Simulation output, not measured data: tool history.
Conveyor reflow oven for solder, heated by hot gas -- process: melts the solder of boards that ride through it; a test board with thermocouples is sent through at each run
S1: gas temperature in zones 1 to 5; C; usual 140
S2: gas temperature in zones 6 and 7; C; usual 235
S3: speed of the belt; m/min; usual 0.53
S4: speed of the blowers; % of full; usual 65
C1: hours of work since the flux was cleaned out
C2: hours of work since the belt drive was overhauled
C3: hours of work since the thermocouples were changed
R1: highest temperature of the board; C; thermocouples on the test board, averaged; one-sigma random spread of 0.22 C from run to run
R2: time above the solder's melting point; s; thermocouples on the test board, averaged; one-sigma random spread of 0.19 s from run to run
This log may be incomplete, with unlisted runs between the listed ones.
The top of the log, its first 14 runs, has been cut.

| run | hour | S1 | S2 | S3 | S4 | C1 | C2 | C3 | R1 | R2 |
|---|---|---|---|---|---|---|---|---|---|---|
| 15 | 203.5 | 136 | 235 | 0.53 | 65 | 174 | 523 | 154 | 216.2 | 48.7 |
| 16 | 221.3 | 140 | 238 | 0.49 | 65 | 187 | 535 | 167 | 221.3 | 59 |
|  | 237.5 | flux residue cleaned out of gas plates and filters |
| 17 | 244.5 | 138 | 238 | 0.49 | 60 | 5 | 548 | 180 | 220.1 | 57.7 |
| 18 | 257.9 | 147 | 225 | 0.447 | 65 | 15 | 558 | 189 | 214.8 | 63.4 |
| 19 | 273.8 | 143 | 233 | 0.442 | 60 | 26 | 569 | 201 | 220.1 | 66 |
| 20 | 292.3 | 140 | 228 | 0.53 | 65 | 39 | 582 | 214 | 211.5 | 47.1 |
| 21 | 300.9 | 140 | 235 | 0.615 | 65 | 45 | 589 | 220 | 211.9 | 40 |
| 22 | 312.6 | 140 | 230 | 0.502 | 65 | 54 | 597 | 228 | 215 | 53.3 |
| 23 | 323.5 | 140 | 241 | 0.502 | 66 | 61 | 605 | 236 | 224.7 | 59.4 |
| 24 | 340.8 | 146 | 235 | 0.53 | 55 | 74 | 617 | 248 | 214.5 | 50.8 |
| 25 | 362 | 146 | 235 | 0.53 | 55 | 89 | 632 | 264 | 214.7 | 51.3 |
| 26 | 380.4 | 146 | 235 | 0.53 | 55 | 102 | 645 | 277 | 214.5 | 50.9 |
| 27 | 391.6 | 138 | 244 | 0.506 | 77 | 110 | 653 | 285 | 230.3 | 61.7 |
| 28 | 409.8 | 138 | 244 | 0.506 | 77 | 123 | 666 | 298 | 230.1 | 61.5 |
| 29 | 418.6 | 148 | 235 | 0.463 | 65 | 129 | 673 | 304 | 222.7 | 66.8 |
| 30 | 427.8 | 142 | 235 | 0.53 | 65 | 136 | 679 | 311 | 217.5 | 52.7 |

3 options for the next run, each taken on its own from the tool as it stands now. Forecast them:
| A | 447.2 | 140 | 235 | 0.43 | 65 | 150 | 693 | 324 | ? | ? |
| B | 447.2 | 140 | 235 | 0.534 | 65 | 150 | 693 | 324 | ? | ? |
| C | 447.2 | 142 | 228 | 0.53 | 65 | 150 | 693 | 324 | ? | ? |

| run | R1 | R2 |
|---|---|---|
| A | 223.7 | 69.5 |
| B | 216.6 | 50.8 |
| C | 211.2 | 48.1 |
Stripped of hidden state, with their random variation kept, the same runs would have yielded:
| run | R1 | R2 |
|---|---|---|
| A | 223.6 | 68.8 |
| B | 216.7 | 50.4 |
| C | 211.2 | 47.8 |
